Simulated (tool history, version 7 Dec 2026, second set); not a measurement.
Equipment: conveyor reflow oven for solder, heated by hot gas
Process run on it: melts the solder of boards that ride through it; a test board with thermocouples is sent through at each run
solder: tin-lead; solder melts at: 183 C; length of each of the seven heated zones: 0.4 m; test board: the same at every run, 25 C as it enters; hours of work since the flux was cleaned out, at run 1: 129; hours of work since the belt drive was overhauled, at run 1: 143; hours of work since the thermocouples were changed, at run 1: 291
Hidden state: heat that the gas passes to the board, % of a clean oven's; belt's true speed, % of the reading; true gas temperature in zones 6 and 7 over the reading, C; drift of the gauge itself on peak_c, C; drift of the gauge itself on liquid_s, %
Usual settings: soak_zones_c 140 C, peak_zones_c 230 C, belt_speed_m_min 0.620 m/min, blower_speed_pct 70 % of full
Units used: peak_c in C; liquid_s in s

| run | hour | soak_zones_c | peak_zones_c | belt_speed_m_min | blower_speed_pct | hours of work since the flux was cleaned out | hours of work since the belt drive was overhauled | hours of work since the thermocouples were changed | peak_c | liquid_s |
|---|---|---|---|---|---|---|---|---|---|---|
| 1 | 0.0 | 140 | 230 | 0.620 | 70 | 129 | 143 | 291 | 212.9 | 55.9 |
| 2 | 8.5 | 140 | 230 | 0.620 | 70 | 135 | 149 | 297 | 212.9 | 55.5 |
| 3 | 18.7 | 140 | 239 | 0.620 | 70 | 143 | 156 | 305 | 221.2 | 61.5 |
| 4 | 35.6 | 140 | 230 | 0.620 | 70 | 155 | 168 | 317 | 213.4 | 55.3 |
| 5 | 50.7 | 140 | 230 | 0.620 | 70 | 166 | 179 | 328 | 212.6 | 55.6 |
| 6 | 65.8 | 140 | 230 | 0.620 | 70 | 177 | 190 | 339 | 212.7 | 55.3 |
| 7 | 83.5 | 140 | 230 | 0.620 | 70 | 190 | 203 | 352 | 213.3 | 54.7 |
| 8 | 99.3 | 140 | 230 | 0.620 | 70 | 201 | 215 | 363 | 212.7 | 54.1 |
| 9 | 113.6 | 140 | 230 | 0.713 | 70 | 212 | 225 | 373 | 207.2 | 42.9 |
| 10 | 131.1 | 146 | 230 | 0.620 | 70 | 224 | 238 | 386 | 213.5 | 57.5 |
| 11 | 143.3 | 146 | 230 | 0.620 | 70 | 233 | 247 | 395 | 213.5 | 58.0 |
| 12 | 160.1 | 146 | 230 | 0.534 | 70 | 245 | 259 | 407 | 217.1 | 71.7 |
| 13 | 178.5 | 140 | 230 | 0.620 | 83 | 259 | 272 | 420 | 214.7 | 56.7 |
|  | 187.3 | flux residue cleaned out of gas plates and filters |
| 14 | 200.3 | 140 | 236 | 0.537 | 55 | 9 | 284 | 433 | 219.4 | 69.8 |
| 15 | 210.4 | 140 | 243 | 0.619 | 70 | 17 | 292 | 440 | 225.9 | 64.8 |
| 16 | 227.9 | 135 | 218 | 0.562 | 70 | 29 | 304 | 453 | 205.3 | 52.6 |
| 17 | 245.7 | 140 | 234 | 0.620 | 54 | 42 | 317 | 465 | 212.1 | 53.3 |
| 18 | 264.5 | 153 | 236 | 0.620 | 70 | 56 | 331 | 479 | 221.7 | 67.1 |
| 19 | 279.9 | 146 | 236 | 0.537 | 52 | 67 | 342 | 490 | 218.1 | 71.6 |
| 20 | 291.3 | 140 | 230 | 0.620 | 83 | 75 | 350 | 499 | 216.5 | 59.2 |
| 21 | 301.9 | 140 | 230 | 0.541 | 65 | 83 | 358 | 506 | 216.0 | 66.8 |
| 22 | 319.4 | 140 | 230 | 0.541 | 65 | 96 | 371 | 519 | 215.5 | 66.7 |
| 23 | 327.8 | 140 | 230 | 0.687 | 70 | 102 | 377 | 525 | 210.5 | 47.0 |
| 24 | 337.4 | 140 | 233 | 0.620 | 70 | 109 | 384 | 532 | 215.7 | 57.9 |
| 25 | 354.7 | 143 | 219 | 0.513 | 66 | 121 | 396 | 545 | 207.0 | 64.6 |

Below are 5 alternative next runs, each starting from the tool's condition after run 25. Predict each:
| A | 368.7 | 143 | 219 | 0.730 | 66 | 132 | 406 | 555 | ? | ? |
| B | 368.7 | 143 | 242 | 0.595 | 83 | 132 | 406 | 555 | ? | ? |
| C | 368.7 | 150 | 240 | 0.620 | 70 | 132 | 406 | 555 | ? | ? |
| D | 368.7 | 134 | 227 | 0.513 | 76 | 132 | 406 | 555 | ? | ? |
| E | 368.7 | 140 | 232 | 0.620 | 70 | 132 | 406 | 555 | ? | ? |

| run | peak_c | liquid_s |
|---|---|---|
| A | 198.4 | 31.5 |
| B | 228.1 | 70.9 |
| C | 222.9 | 67.0 |
| D | 215.7 | 69.9 |
| E | 214.3 | 56.6 |
What these runs would have given with no unlogged condition in the tool:
| run | peak_c | liquid_s |
|---|---|---|
| A | 201.0 | 35.0 |
| B | 231.0 | 72.1 |
| C | 225.6 | 68.4 |
| D | 218.4 | 72.2 |
| E | 217.1 | 58.8 |

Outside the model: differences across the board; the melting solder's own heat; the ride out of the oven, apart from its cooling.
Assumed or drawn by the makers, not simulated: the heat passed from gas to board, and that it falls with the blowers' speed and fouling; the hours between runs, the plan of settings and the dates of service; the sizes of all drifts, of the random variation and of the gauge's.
